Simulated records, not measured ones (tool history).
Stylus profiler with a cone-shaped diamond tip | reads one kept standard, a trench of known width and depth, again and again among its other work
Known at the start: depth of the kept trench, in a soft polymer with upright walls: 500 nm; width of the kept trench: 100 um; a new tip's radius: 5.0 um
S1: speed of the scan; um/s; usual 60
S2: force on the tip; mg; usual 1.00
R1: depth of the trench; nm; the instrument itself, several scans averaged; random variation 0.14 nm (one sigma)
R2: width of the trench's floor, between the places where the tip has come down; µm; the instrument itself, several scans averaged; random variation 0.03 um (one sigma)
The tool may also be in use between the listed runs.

Run 1, hour 0.0: usual settings. Result: R1 502.51 nm, R2 94.91 µm.
Run 2, hour 11.9: usual settings. Result: R1 502.73 nm, R2 94.87 µm.
Run 3, hour 26.7: usual settings. Result: R1 502.43 nm, R2 94.90 µm.
Run 4, hour 40.4: usual settings. Result: R1 502.53 nm, R2 94.83 µm.
Run 5, hour 49.8: usual settings. Result: R1 502.65 nm, R2 94.89 µm.
Run 6, hour 67.3: usual settings. Result: R1 502.82 nm, R2 94.87 µm.
Run 7, hour 77.2: usual settings but S2 1.63 mg. Result: R1 502.83 nm, R2 94.98 µm.
Run 8, hour 95.8: usual settings. Result: R1 502.64 nm, R2 94.86 µm.
Run 9, hour 106.5: usual settings. Result: R1 502.72 nm, R2 94.87 µm.
Run 10, hour 121.9: usual settings but S2 0.71 mg. Result: R1 502.02 nm, R2 94.66 µm.
Run 11, hour 141.5: usual settings but S2 0.71 mg. Result: R1 502.28 nm, R2 94.76 µm.
Run 12, hour 163.9: usual settings but S2 0.71 mg. Result: R1 502.21 nm, R2 94.71 µm.
Run 13, hour 174.0: usual settings but S2 0.71 mg. Result: R1 502.44 nm, R2 94.70 µm.
Run 14, hour 189.7: usual settings but S2 0.79 mg. Result: R1 502.29 nm, R2 94.76 µm.
Run 15, hour 201.2: usual settings but S2 0.79 mg. Result: R1 502.53 nm, R2 94.77 µm.
Run 16, hour 217.1: usual settings but S2 0.79 mg. Result: R1 502.49 nm, R2 94.69 µm.
Run 17, hour 232.8: usual settings but S2 0.79 mg. Result: R1 502.43 nm, R2 94.74 µm.
Run 18, hour 246.3: usual settings but S1 120 um/s. Result: R1 503.09 nm, R2 94.21 µm.
Run 19, hour 256.3: usual settings but S1 202 um/s, S2 0.56 mg. Result: R1 501.90 nm, R2 92.84 µm.
Run 20, hour 275.7: usual settings but S1 202 um/s, S2 0.56 mg. Result: R1 502.35 nm, R2 92.79 µm.
Run 21, hour 287.8: usual settings but S1 202 um/s, S2 0.56 mg. Result: R1 502.23 nm, R2 92.79 µm.
Run 22, hour 297.7: usual settings but S1 62 um/s, S2 1.64 mg. Result: R1 503.28 nm, R2 94.84 µm.
Run 23, hour 315.4: usual settings but S1 62 um/s, S2 1.64 mg. Result: R1 503.58 nm, R2 94.85 µm.
Run 24, hour 326.6: usual settings but S1 62 um/s, S2 1.64 mg. Result: R1 503.70 nm, R2 94.85 µm.
Run 25, hour 339.9: usual settings but S1 32 um/s, S2 1.51 mg. Result: R1 503.48 nm, R2 95.08 µm.
Run 26, hour 349.1: usual settings but S1 32 um/s, S2 1.51 mg. Result: R1 503.39 nm, R2 95.08 µm.
Run 27, hour 366.8: usual settings but S1 103 um/s, S2 0.37 mg. Result: R1 502.15 nm, R2 93.70 µm.
Run 28, hour 380.2: usual settings but S1 229 um/s, S2 2.36 mg. Result: R1 504.19 nm, R2 93.90 µm.
Run 29, hour 394.6: usual settings but S1 229 um/s, S2 2.36 mg. Result: R1 504.57 nm, R2 93.86 µm.
Run 30, hour 411.3: usual settings but S1 229 um/s, S2 2.36 mg. Result: R1 504.36 nm, R2 93.92 µm.
Run 31, hour 423.3: usual settings but S1 179 um/s, S2 0.71 mg. Result: R1 502.32 nm, R2 93.23 µm.

Hidden state or all else? Some run-to-run changes of R1, split into what the settings, what came in and random variation would give without the hidden state, and what is left for the hidden state (with any gauge scatter that isn't in both results):
The hidden state here: radius of the tip, um; height scale over the true one, %; drift of the gauge itself on depth_nm, %; drift of the gauge itself on floor_um, %.
Run 1 -> 2: no setting changed, nothing entered. R1 +0.22 nm: hidden state +0.02, all else +0.20.
Run 7 -> 8: S2 1.63 -> 1.00. R1 -0.19 nm: hidden state +0.02, all else -0.21.
Run 11 -> 12: no setting changed, nothing entered. R1 -0.07 nm: hidden state +0.03, all else -0.10.
Run 26 -> 27: S1 32 -> 103, S2 1.51 -> 0.37. R1 -1.24 nm: hidden state +0.01, all else -1.25.
Run 27 -> 28: S1 103 -> 229, S2 0.37 -> 2.36. R1 +2.04 nm: hidden state +0.02, all else +2.02.
Run 30 -> 31: S1 229 -> 179, S2 2.36 -> 0.71. R1 -2.04 nm: hidden state +0.01, all else -2.05.

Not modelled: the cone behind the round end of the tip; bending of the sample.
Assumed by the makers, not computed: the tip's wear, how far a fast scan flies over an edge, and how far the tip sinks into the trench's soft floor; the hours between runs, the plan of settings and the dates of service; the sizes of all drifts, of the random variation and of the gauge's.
